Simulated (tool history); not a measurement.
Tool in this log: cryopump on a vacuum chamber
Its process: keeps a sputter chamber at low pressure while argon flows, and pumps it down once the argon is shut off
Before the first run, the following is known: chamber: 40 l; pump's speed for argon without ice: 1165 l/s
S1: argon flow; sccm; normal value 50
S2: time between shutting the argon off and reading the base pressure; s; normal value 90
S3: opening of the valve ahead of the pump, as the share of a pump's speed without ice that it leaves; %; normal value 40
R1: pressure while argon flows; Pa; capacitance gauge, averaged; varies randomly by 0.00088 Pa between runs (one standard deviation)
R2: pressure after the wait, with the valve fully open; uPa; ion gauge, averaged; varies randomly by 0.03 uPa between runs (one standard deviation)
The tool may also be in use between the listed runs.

| run | day | S1 | S2 | S3 | R1 | R2 |
|---|---|---|---|---|---|---|
| 1 | 0 | 50 | 90 | 40 | 0.1891 | 1.73 |
| 2 | 0.738 | 50 | 90 | 40 | 0.1893 | 1.68 |
| 3 | 1.75 | 50 | 90 | 40 | 0.1891 | 1.72 |
| 4 | 2.967 | 50 | 90 | 40 | 0.1903 | 1.74 |
| 5 | 3.721 | 22 | 90 | 40 | 0.0837 | 1.75 |
| 6 | 5.012 | 22 | 90 | 40 | 0.0842 | 1.76 |
| 7 | 6.283 | 22 | 90 | 40 | 0.0831 | 1.73 |
| 8 | 7.438 | 50 | 44 | 40 | 0.1928 | 3.07 |
| 9 | 8.454 | 24 | 192 | 52 | 0.0723 | 1.12 |
| 10 | 9.25 | 38 | 78 | 52 | 0.1126 | 1.96 |
| 11 | 9.817 | 38 | 78 | 52 | 0.1129 | 2.02 |
| 12 | 10.867 | 22 | 49 | 52 | 0.0651 | 2.88 |
| 13 | 11.6 | 22 | 49 | 52 | 0.0656 | 2.83 |
| 14 | 12.483 | 50 | 89 | 31 | 0.2463 | 1.81 |

Forecast each of these 3 alternatives for the next run:
| A | 13.675 | 35 | 89 | 37 | ? | ? |
| B | 13.675 | 56 | 90 | 40 | ? | ? |
| C | 13.675 | 68 | 176 | 21 | ? | ? |

| run | R1 | R2 |
|---|---|---|
| A | 0.1452 | 1.82 |
| B | 0.2139 | 1.88 |
| C | 0.485 | 1.26 |
What these runs would have given with no unlogged condition in the tool:
| run | R1 | R2 |
|---|---|---|
| A | 0.1375 | 1.52 |
| B | 0.2018 | 1.58 |
| C | 0.4703 | 0.94 |
